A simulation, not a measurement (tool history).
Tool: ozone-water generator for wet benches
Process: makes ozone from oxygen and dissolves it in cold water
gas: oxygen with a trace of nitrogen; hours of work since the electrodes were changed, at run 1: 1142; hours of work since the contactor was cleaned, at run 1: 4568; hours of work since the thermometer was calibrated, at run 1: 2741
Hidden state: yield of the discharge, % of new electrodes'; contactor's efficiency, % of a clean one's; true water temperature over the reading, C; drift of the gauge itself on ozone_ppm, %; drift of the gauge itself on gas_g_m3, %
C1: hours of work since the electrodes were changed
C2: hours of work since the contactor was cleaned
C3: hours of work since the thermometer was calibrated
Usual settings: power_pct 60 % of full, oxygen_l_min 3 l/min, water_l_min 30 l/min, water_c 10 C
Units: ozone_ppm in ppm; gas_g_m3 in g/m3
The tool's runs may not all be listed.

Run 1, hour 0: usual settings; C1 1142; C2 4568; C3 2741. Result: ozone_ppm 14.1 ppm, gas_g_m3 240.2 g/m3.
Run 2, hour 198.3: usual settings but water_c 8 C; C1 1286; C2 4713; C3 2885. Result: ozone_ppm 14 ppm, gas_g_m3 240.3 g/m3.
Run 3, hour 424.7: usual settings; C1 1451; C2 4877; C3 3050. Result: ozone_ppm 14.2 ppm, gas_g_m3 241.2 g/m3.
Run 4, hour 580: usual settings; C1 1564; C2 4990; C3 3163. Result: ozone_ppm 14.2 ppm, gas_g_m3 243.6 g/m3.
Run 5, hour 680.8: usual settings but water_c 17 C; C1 1637; C2 5063; C3 3236. Result: ozone_ppm 13.4 ppm, gas_g_m3 243.3 g/m3.
Run 6, hour 798.7: usual settings but water_c 17 C; C1 1723; C2 5149; C3 3322. Result: ozone_ppm 13.3 ppm, gas_g_m3 244.3 g/m3.
Run 7, hour 918.6: usual settings but water_l_min 37 l/min; C1 1810; C2 5236; C3 3409. Result: ozone_ppm 11 ppm, gas_g_m3 241.8 g/m3.
Run 8, hour 1071.7: usual settings; C1 1921; C2 5348; C3 3520. Result: ozone_ppm 14.1 ppm, gas_g_m3 240.1 g/m3.
Run 9, hour 1287.6: usual settings; C1 2078; C2 5505; C3 3677. Result: ozone_ppm 13.9 ppm, gas_g_m3 243.6 g/m3.
Run 10, hour 1469.3: usual settings; C1 2210; C2 5637; C3 3809. Result: ozone_ppm 14.2 ppm, gas_g_m3 242.2 g/m3.
Run 11, hour 1590.1: usual settings but water_c 16 C; C1 2298; C2 5725; C3 3897. Result: ozone_ppm 13.4 ppm, gas_g_m3 241.5 g/m3.
Run 12, hour 1816.7: usual settings but water_c 16 C; C1 2463; C2 5889; C3 4062. Result: ozone_ppm 13.7 ppm, gas_g_m3 243.2 g/m3.
Run 13, hour 2013.8: usual settings but oxygen_l_min 1.66 l/min; C1 2606; C2 6033; C3 4205. Result: ozone_ppm 12.2 ppm, gas_g_m3 353.3 g/m3.
Run 14, hour 2189.1: usual settings but oxygen_l_min 1.66 l/min; C1 2734; C2 6160; C3 4333. Result: ozone_ppm 12.4 ppm, gas_g_m3 352.3 g/m3.
Run 15, hour 2336.1: usual settings; C1 2841; C2 6267; C3 4440. Result: ozone_ppm 14.2 ppm, gas_g_m3 242.8 g/m3.
Run 16, hour 2554: usual settings; C1 2999; C2 6426; C3 4598. Result: ozone_ppm 14.3 ppm, gas_g_m3 242.3 g/m3.
Run 17, hour 2703.4: usual settings but power_pct 98 % of full, oxygen_l_min 2.13 l/min, water_l_min 36 l/min, water_c 13 C; C1 3108; C2 6534; C3 4707. Result: ozone_ppm 14.5 ppm, gas_g_m3 413.8 g/m3.
Run 18, hour 2874: usual settings but power_pct 98 % of full, oxygen_l_min 2.13 l/min, water_l_min 36 l/min, water_c 13 C; C1 3232; C2 6658; C3 4831. Result: ozone_ppm 14.2 ppm, gas_g_m3 416.3 g/m3.
At hour 2973: water thermometer calibrated.
Run 19, hour 3055.8: usual settings but oxygen_l_min 5.15 l/min; C1 3364; C2 6790; C3 60. Result: ozone_ppm 15.3 ppm, gas_g_m3 175.7 g/m3.
Run 20, hour 3176.4: usual settings but oxygen_l_min 2.84 l/min, water_c 16 C; C1 3451; C2 6878; C3 148. Result: ozone_ppm 13.2 ppm, gas_g_m3 254.1 g/m3.
Run 21, hour 3407.8: usual settings but oxygen_l_min 2.84 l/min, water_c 16 C; C1 3620; C2 7046; C3 316. Result: ozone_ppm 13.4 ppm, gas_g_m3 254.3 g/m3.
Run 22, hour 3528.7: usual settings but oxygen_l_min 2.84 l/min, water_l_min 22 l/min, water_c 12 C; C1 3708; C2 7134; C3 404. Result: ozone_ppm 19.4 ppm, gas_g_m3 256 g/m3.
Run 23, hour 3666.1: usual settings but water_c 6 C; C1 3807; C2 7234; C3 504. Result: ozone_ppm 14.5 ppm, gas_g_m3 245 g/m3.
Run 24, hour 3840.3: usual settings but water_l_min 28 l/min; C1 3934; C2 7361; C3 631. Result: ozone_ppm 15.1 ppm, gas_g_m3 243.6 g/m3.
Run 25, hour 3981.3: usual settings but power_pct 69 % of full, oxygen_l_min 1.56 l/min, water_l_min 25 l/min, water_c 5 C; C1 4037; C2 7463; C3 733. Result: ozone_ppm 16.6 ppm, gas_g_m3 404.6 g/m3.
Run 26, hour 4184.1: usual settings but power_pct 87 % of full, oxygen_l_min 2.86 l/min; C1 4184; C2 7611; C3 881. Result: ozone_ppm 17.8 ppm, gas_g_m3 322 g/m3.
Run 27, hour 4389.2: usual settings but power_pct 87 % of full, oxygen_l_min 2.87 l/min; C1 4333; C2 7760; C3 1030. Result: ozone_ppm 17.9 ppm, gas_g_m3 324.2 g/m3.
Run 28, hour 4562: usual settings but power_pct 87 % of full, oxygen_l_min 2.87 l/min, water_l_min 46 l/min, water_c 16 C; C1 4459; C2 7885; C3 1155. Result: ozone_ppm 10.4 ppm, gas_g_m3 321 g/m3.
Run 29, hour 4716.6: usual settings but power_pct 87 % of full, oxygen_l_min 4.37 l/min, water_l_min 46 l/min, water_c 11 C; C1 4571; C2 7998; C3 1268. Result: ozone_ppm 11.6 ppm, gas_g_m3 248 g/m3.
At hour 4780.1: contactor cleaned.
Run 30, hour 4940.4: usual settings but power_pct 47 % of full, oxygen_l_min 4.37 l/min, water_l_min 24 l/min, water_c 18 C; C1 4731; C2 117; C3 1428. Result: ozone_ppm 14.7 ppm, gas_g_m3 165.5 g/m3.
Run 31, hour 5155.5: usual settings but power_pct 47 % of full, oxygen_l_min 2.72 l/min, water_l_min 28 l/min, water_c 18 C; C1 4888; C2 273; C3 1584. Result: ozone_ppm 12 ppm, gas_g_m3 221.5 g/m3.
Run 32, hour 5360.4: usual settings but power_pct 42 % of full, water_l_min 21 l/min, water_c 17 C; C1 5037; C2 422; C3 1733. Result: ozone_ppm 15.4 ppm, gas_g_m3 195.3 g/m3.

Hidden state at the last listed run before each entry between runs and at the first one after, where it differs:
Between runs 18 and 19: water thermometer calibrated (hour 2973)
  drift of the gauge itself on gas_g_m3, %: 1.15 -> 1.22
  measured less the result without the state, gas_g_m3: +4.5 -> +2 g/m3
Between runs 29 and 30: contactor cleaned (hour 4780.1)
  contactor's efficiency, % of a clean one's: 99.9 -> 100; drift of the gauge itself on gas_g_m3, %: 1.88 -> 1.97
  measured less the result without the state, gas_g_m3: +4.4 -> +3.1 g/m3
